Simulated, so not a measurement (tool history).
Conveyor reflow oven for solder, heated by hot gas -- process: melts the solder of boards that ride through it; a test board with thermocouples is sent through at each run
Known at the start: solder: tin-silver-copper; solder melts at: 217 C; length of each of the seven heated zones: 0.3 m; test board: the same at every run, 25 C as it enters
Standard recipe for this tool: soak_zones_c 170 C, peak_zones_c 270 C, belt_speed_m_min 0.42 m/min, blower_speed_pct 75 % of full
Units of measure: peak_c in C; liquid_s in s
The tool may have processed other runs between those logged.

run,hour,soak_zones_c,peak_zones_c,belt_speed_m_min,blower_speed_pct,peak_c,liquid_s
1,0,170,270,0.42,75,254.3,64.6
2,36.2,170,270,0.42,69,253.2,63
3,70.2,170,270,0.42,75,254.4,64.2
4,124.1,170,270,0.42,75,256,66
5,158.7,170,270,0.476,75,251.8,54.2
6,201.1,170,270,0.42,53,250.2,59.6
7,233.6,170,270,0.42,53,249.7,59.5
8,261.4,181,270,0.42,53,252.3,66.4
9,303,181,270,0.42,53,252.1,65.7
10,344.6,181,285,0.42,75,270.7,78.9
11,386.9,181,285,0.42,75,270.8,79.4
12,412.3,170,270,0.438,51,247.1,54
13,440.9,165,283,0.441,64,261,63.9
14,473.6,165,283,0.441,64,261.4,63.8
15,516.4,165,283,0.441,64,261.3,63.9
16,562.4,170,260,0.42,56,241.8,51.7
17,601.7,170,278,0.416,75,262.2,71
18,651,179,270,0.363,75,261.7,86.6

Not shown here: 2 entries made in the log between runs. Locate each between two listed runs and compare the hidden state at the listed run before it with the hidden state at the listed run after it:
Logged between run 3 and run 4: flux residue cleaned out of gas plates and filters (hour 109.9)
  heat that the gas passes to the board, % of a clean oven's: 91.6 -> 98.5; belt's true speed, % of the reading: 99.96 -> 99.9; true gas temperature in zones 6 and 7 over the reading, C: 0.18 -> 0.23
  measured result minus the result with no hidden state, peak_c: -1.8 -> -0.1 C; liquid_s: -1.9 -> -0.1 s
Logged between run 17 and run 18: flux residue cleaned out of gas plates and filters (hour 640.4)
  heat that the gas passes to the board, % of a clean oven's: 91.1 -> 99.8; belt's true speed, % of the reading: 99.39 -> 99.34; true gas temperature in zones 6 and 7 over the reading, C: 0.7 -> 0.74
  measured result minus the result with no hidden state, peak_c: -1.4 -> +0.8 C; liquid_s: -0.7 -> +1.1 s

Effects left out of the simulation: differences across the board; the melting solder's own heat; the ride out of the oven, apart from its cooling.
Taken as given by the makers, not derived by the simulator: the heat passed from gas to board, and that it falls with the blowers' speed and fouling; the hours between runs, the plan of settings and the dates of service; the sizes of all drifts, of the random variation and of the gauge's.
